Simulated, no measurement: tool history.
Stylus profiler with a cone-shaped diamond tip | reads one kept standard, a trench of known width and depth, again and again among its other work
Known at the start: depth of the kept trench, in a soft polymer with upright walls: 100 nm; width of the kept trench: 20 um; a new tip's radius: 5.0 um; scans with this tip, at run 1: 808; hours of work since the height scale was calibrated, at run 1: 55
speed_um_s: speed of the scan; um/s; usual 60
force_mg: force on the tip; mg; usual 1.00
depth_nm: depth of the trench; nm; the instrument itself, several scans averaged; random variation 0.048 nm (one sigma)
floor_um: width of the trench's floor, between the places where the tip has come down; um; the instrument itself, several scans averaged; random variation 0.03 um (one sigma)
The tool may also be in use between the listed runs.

| run | day | speed_um_s | force_mg | scans with this tip | hours of work since the height scale was calibrated | depth_nm | floor_um |
|---|---|---|---|---|---|---|---|
| 1 | 0.000 | 60 | 1.00 | 808 | 55 | 100.54 | 17.52 |
| 2 | 0.854 | 60 | 1.00 | 1014 | 68 | 100.44 | 17.48 |
| 3 | 2.392 | 60 | 0.71 | 1387 | 94 | 100.37 | 17.39 |
| 4 | 3.508 | 104 | 1.00 | 1657 | 112 | 100.52 | 17.10 |
| 5 | 4.775 | 104 | 1.00 | 1962 | 132 | 100.39 | 17.17 |
| 6 | 6.350 | 104 | 1.00 | 2343 | 158 | 100.51 | 17.15 |
| 7 | 7.688 | 16 | 0.48 | 2666 | 180 | 100.28 | 17.64 |
| 8 | 8.383 | 16 | 0.48 | 2835 | 191 | 100.30 | 17.67 |
| 9 | 10.021 | 115 | 0.44 | 3231 | 218 | 100.21 | 16.58 |
| 10 | 11.283 | 115 | 0.44 | 3536 | 238 | 100.25 | 16.59 |
| 11 | 12.529 | 178 | 2.13 | 3837 | 259 | 100.75 | 16.92 |

4 ways to go on from here, each from the tool as it stands after run 11. What would each give?
| A | 13.362 | 222 | 0.36 | 4039 | 272 | ? | ? |
| B | 13.362 | 51 | 0.39 | 4039 | 272 | ? | ? |
| C | 13.362 | 37 | 2.34 | 4039 | 272 | ? | ? |
| D | 13.362 | 40 | 1.46 | 4039 | 272 | ? | ? |

| run | depth_nm | floor_um |
|---|---|---|
| A | 100.14 | 15.15 |
| B | 100.12 | 17.17 |
| C | 100.80 | 17.55 |
| D | 100.53 | 17.47 |
Without the tool's hidden state the same runs would have given:
| run | depth_nm | floor_um |
|---|---|---|
| A | 100.26 | 15.39 |
| B | 100.24 | 17.41 |
| C | 100.92 | 17.79 |
| D | 100.65 | 17.71 |
